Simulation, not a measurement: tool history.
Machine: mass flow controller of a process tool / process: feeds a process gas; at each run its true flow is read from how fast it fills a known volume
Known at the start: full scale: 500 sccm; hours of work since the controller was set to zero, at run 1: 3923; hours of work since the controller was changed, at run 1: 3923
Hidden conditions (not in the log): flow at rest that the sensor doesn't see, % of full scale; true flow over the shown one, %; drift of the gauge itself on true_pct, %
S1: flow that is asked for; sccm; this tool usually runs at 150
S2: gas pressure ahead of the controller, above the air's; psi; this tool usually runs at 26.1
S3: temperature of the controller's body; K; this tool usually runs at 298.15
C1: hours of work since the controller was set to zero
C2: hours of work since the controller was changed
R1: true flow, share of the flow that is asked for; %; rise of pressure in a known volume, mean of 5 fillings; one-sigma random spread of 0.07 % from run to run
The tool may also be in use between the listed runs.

run	hour	S1	S2	S3	C1	C2	R1
1	0	150	26.1	298.15	3923	3923	98.74
2	251.1	150	26.1	298.15	4024	4024	98.82
3	520.9	150	26.1	298.15	4131	4131	98.75
4	981.4	150	33.6	298.15	4315	4315	98.55
5	1411.8	150	26.1	298.15	4487	4487	98.76
6	1717.1	150	26.1	298.15	4609	4609	98.78
7	2072.4	150	26.1	298.15	4750	4750	98.79
8	2316.9	150	26.1	298.15	4848	4848	98.84
9	2774.4	102	26.1	298.15	5031	5031	99.62
10	3033.7	102	26.1	298.15	5134	5134	99.64
11	3411	102	20.5	298.15	5285	5285	99.72
12	3718.9	102	20.5	298.15	5408	5408	99.94
13	3983.9	150	35.5	298.15	5513	5513	98.54
14	4281.4	150	35.5	298.15	5632	5632	98.62
15	4583.5	150	35.5	298.15	5753	5753	98.58
16	4805.2	367	35.5	298.15	5841	5841	98.29
17	5130.9	367	35.5	298.15	5971	5971	98.28
18	5460.3	230	35.5	298.15	6102	6102	98.16
19	5808.7	261	26.8	297.15	6242	6242	98.41
20	6188	150	31.2	298.15	6393	6393	98.66
21	6561.3	130	23.1	298.15	6542	6542	99.32
22	6801.3	150	37.3	306.15	6638	6638	98.8
23	7071.1	218	32.2	303.15	6745	6745	98.43
24	7276.3	218	32.2	303.15	6827	6827	98.28
25	7565.3	316	36.1	296.15	6943	6943	97.84
26	7823.7	133	26.1	298.15	7046	7046	99.3
27	8024.3	99	24.8	300.15	7126	7126	100.36
28	8235.3	99	24.8	300.15	7210	7210	100.28
29	8646.8	171	26.1	298.15	7374	7374	98.74
30	8955.7	334	28	298.15	7497	7497	98.16
# hour 9362.4: controller's zero set anew
31	9450.6	334	28	298.15	35	7695	96.85
32	9941.7	371	37.7	298.15	231	7891	96.7
33	10271.8	150	26.1	310.15	363	8023	96.57
34	10590.1	144	26.1	298.15	490	8150	96.24

The same runs without the tool's hidden state, with the same run-to-run variation:
run	R1
1	98.51
2	98.58
3	98.51
4	98.29
5	98.49
6	98.5
7	98.5
8	98.54
9	98.39
10	98.39
11	98.43
12	98.61
13	98.19
14	98.26
15	98.22
16	99.26
17	99.27
18	98.6
19	99.04
20	98.26
21	98.52
22	98.39
23	98.82
24	98.68
25	98.82
26	98.52
27	98.52
28	98.41
29	98.64
30	99.28
31	99.24
32	99.13
33	98.84
34	98.49
